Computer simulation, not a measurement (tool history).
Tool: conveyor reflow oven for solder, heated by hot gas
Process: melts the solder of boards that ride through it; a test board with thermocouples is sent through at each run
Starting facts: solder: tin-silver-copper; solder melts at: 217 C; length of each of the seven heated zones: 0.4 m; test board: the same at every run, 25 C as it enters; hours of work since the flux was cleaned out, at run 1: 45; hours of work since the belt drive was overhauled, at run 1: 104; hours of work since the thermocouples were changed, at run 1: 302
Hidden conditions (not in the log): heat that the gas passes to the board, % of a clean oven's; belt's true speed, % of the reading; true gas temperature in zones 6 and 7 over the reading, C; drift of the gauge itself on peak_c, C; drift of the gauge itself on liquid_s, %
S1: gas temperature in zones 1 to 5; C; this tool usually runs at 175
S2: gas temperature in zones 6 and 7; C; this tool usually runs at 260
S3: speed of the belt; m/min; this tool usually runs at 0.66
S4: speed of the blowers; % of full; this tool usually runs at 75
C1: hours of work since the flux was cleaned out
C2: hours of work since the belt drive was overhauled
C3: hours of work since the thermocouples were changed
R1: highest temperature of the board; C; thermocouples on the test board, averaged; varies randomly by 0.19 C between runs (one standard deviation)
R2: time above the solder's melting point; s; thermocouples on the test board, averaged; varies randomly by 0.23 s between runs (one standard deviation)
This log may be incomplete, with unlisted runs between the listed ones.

{"run": 1, "hour": 0.0, "S1": 175, "S2": 260, "S3": 0.66, "S4": 75, "C1": 45, "C2": 104, "C3": 302, "R1": 249.9, "R2": 54.6}
{"run": 2, "hour": 9.1, "S1": 175, "S2": 260, "S3": 0.66, "S4": 75, "C1": 51, "C2": 110, "C3": 308, "R1": 249.8, "R2": 54.7}
{"run": 3, "hour": 18.2, "S1": 175, "S2": 260, "S3": 0.66, "S4": 75, "C1": 56, "C2": 115, "C3": 313, "R1": 249.9, "R2": 54.9}
{"run": 4, "hour": 27.5, "S1": 175, "S2": 260, "S3": 0.66, "S4": 52, "C1": 62, "C2": 121, "C3": 319, "R1": 245.8, "R2": 50.2}
{"run": 5, "hour": 41.0, "S1": 185, "S2": 260, "S3": 0.66, "S4": 75, "C1": 70, "C2": 129, "C3": 327, "R1": 251.2, "R2": 59.1}
{"run": 6, "hour": 53.2, "S1": 175, "S2": 260, "S3": 0.66, "S4": 75, "C1": 77, "C2": 137, "C3": 335, "R1": 250, "R2": 54.8}
{"run": 7, "hour": 65.3, "S1": 175, "S2": 260, "S3": 0.66, "S4": 75, "C1": 85, "C2": 144, "C3": 342, "R1": 250, "R2": 54.9}
{"run": 8, "hour": 75.9, "S1": 175, "S2": 260, "S3": 0.66, "S4": 75, "C1": 91, "C2": 150, "C3": 348, "R1": 249.3, "R2": 54.4}
{"run": 9, "hour": 84.7, "S1": 175, "S2": 260, "S3": 0.66, "S4": 75, "C1": 97, "C2": 156, "C3": 354, "R1": 249.6, "R2": 54.1}
{"run": 10, "hour": 100.6, "S1": 175, "S2": 260, "S3": 0.66, "S4": 75, "C1": 106, "C2": 165, "C3": 363, "R1": 249.7, "R2": 54.4}
{"run": 11, "hour": 111.8, "S1": 175, "S2": 260, "S3": 0.66, "S4": 75, "C1": 113, "C2": 172, "C3": 370, "R1": 249.4, "R2": 54.6}
{"run": 12, "hour": 128.4, "S1": 175, "S2": 260, "S3": 0.66, "S4": 75, "C1": 123, "C2": 182, "C3": 380, "R1": 249.3, "R2": 54.1}
{"run": 13, "hour": 142.9, "S1": 175, "S2": 260, "S3": 0.66, "S4": 75, "C1": 132, "C2": 191, "C3": 389, "R1": 250, "R2": 54.5}
{"run": 14, "hour": 155.2, "S1": 175, "S2": 260, "S3": 0.66, "S4": 75, "C1": 139, "C2": 199, "C3": 397, "R1": 249.6, "R2": 54.6}
{"run": 15, "hour": 168.8, "S1": 175, "S2": 260, "S3": 0.66, "S4": 75, "C1": 148, "C2": 207, "C3": 405, "R1": 249.6, "R2": 54.7}
{"run": 16, "hour": 183.8, "S1": 175, "S2": 260, "S3": 0.66, "S4": 75, "C1": 157, "C2": 216, "C3": 414, "R1": 249.9, "R2": 54.6}
{"run": 17, "hour": 200.7, "S1": 175, "S2": 260, "S3": 0.66, "S4": 75, "C1": 167, "C2": 226, "C3": 424, "R1": 249.6, "R2": 54.9}
{"run": 18, "hour": 217.0, "S1": 175, "S2": 260, "S3": 0.66, "S4": 75, "C1": 177, "C2": 236, "C3": 434, "R1": 249.6, "R2": 54.1}
{"run": 19, "hour": 224.7, "S1": 181, "S2": 261, "S3": 0.66, "S4": 75, "C1": 182, "C2": 241, "C3": 439, "R1": 251.1, "R2": 57.9}
{"run": 20, "hour": 241.8, "S1": 181, "S2": 261, "S3": 0.66, "S4": 75, "C1": 192, "C2": 251, "C3": 449, "R1": 251.3, "R2": 57.9}
{"run": 21, "hour": 252.8, "S1": 161, "S2": 260, "S3": 0.66, "S4": 75, "C1": 199, "C2": 258, "C3": 456, "R1": 247.4, "R2": 48.2}
{"run": 22, "hour": 269.2, "S1": 161, "S2": 260, "S3": 0.66, "S4": 54, "C1": 209, "C2": 268, "C3": 466, "R1": 243.5, "R2": 43.6}
{"run": 23, "hour": 278.3, "S1": 161, "S2": 260, "S3": 0.66, "S4": 54, "C1": 214, "C2": 273, "C3": 471, "R1": 243.3, "R2": 43.8}
{"run": 24, "hour": 286.8, "S1": 175, "S2": 272, "S3": 0.587, "S4": 75, "C1": 219, "C2": 279, "C3": 477, "R1": 263.8, "R2": 71}
{"run": 25, "hour": 301.2, "S1": 161, "S2": 260, "S3": 0.66, "S4": 69, "C1": 228, "C2": 287, "C3": 485, "R1": 246.4, "R2": 47.2}
{"run": 26, "hour": 312.0, "S1": 164, "S2": 260, "S3": 0.66, "S4": 59, "C1": 235, "C2": 294, "C3": 492, "R1": 244.8, "R2": 46.2}
{"run": 27, "hour": 320.3, "S1": 166, "S2": 260, "S3": 0.66, "S4": 75, "C1": 240, "C2": 299, "C3": 497, "R1": 248, "R2": 50.4}
{"run": 28, "hour": 329.6, "S1": 174, "S2": 248, "S3": 0.614, "S4": 84, "C1": 245, "C2": 305, "C3": 503, "R1": 241.3, "R2": 52.3}
{"run": 29, "hour": 344.2, "S1": 187, "S2": 248, "S3": 0.614, "S4": 56, "C1": 254, "C2": 314, "C3": 511, "R1": 239.6, "R2": 55.2}

4 ways to go on from here, each from the tool as it stands after run 29. What would each give?
{"run": "A", "hour": 361.4, "S1": 175, "S2": 260, "S3": 0.787, "S4": 75, "C1": 265, "C2": 324, "C3": 522, "R1": "?", "R2": "?"}
{"run": "B", "hour": 361.4, "S1": 183, "S2": 268, "S3": 0.703, "S4": 56, "C1": 265, "C2": 324, "C3": 522, "R1": "?", "R2": "?"}
{"run": "C", "hour": 361.4, "S1": 177, "S2": 248, "S3": 0.614, "S4": 56, "C1": 265, "C2": 324, "C3": 522, "R1": "?", "R2": "?"}
{"run": "D", "hour": 361.4, "S1": 189, "S2": 271, "S3": 0.58, "S4": 56, "C1": 265, "C2": 324, "C3": 522, "R1": "?", "R2": "?"}

run=A R1=244.2 R2=40.7
run=B R1=253 R2=54.4
run=C R1=238.3 R2=48.1
run=D R1=261.8 R2=76.2
The same runs, with their run-to-run variation unchanged, on a tool lacking any hidden condition would have given:
run=A R1=244.6 R2=41.3
run=B R1=252.8 R2=54.3
run=C R1=237.8 R2=48
run=D R1=261.3 R2=75.5
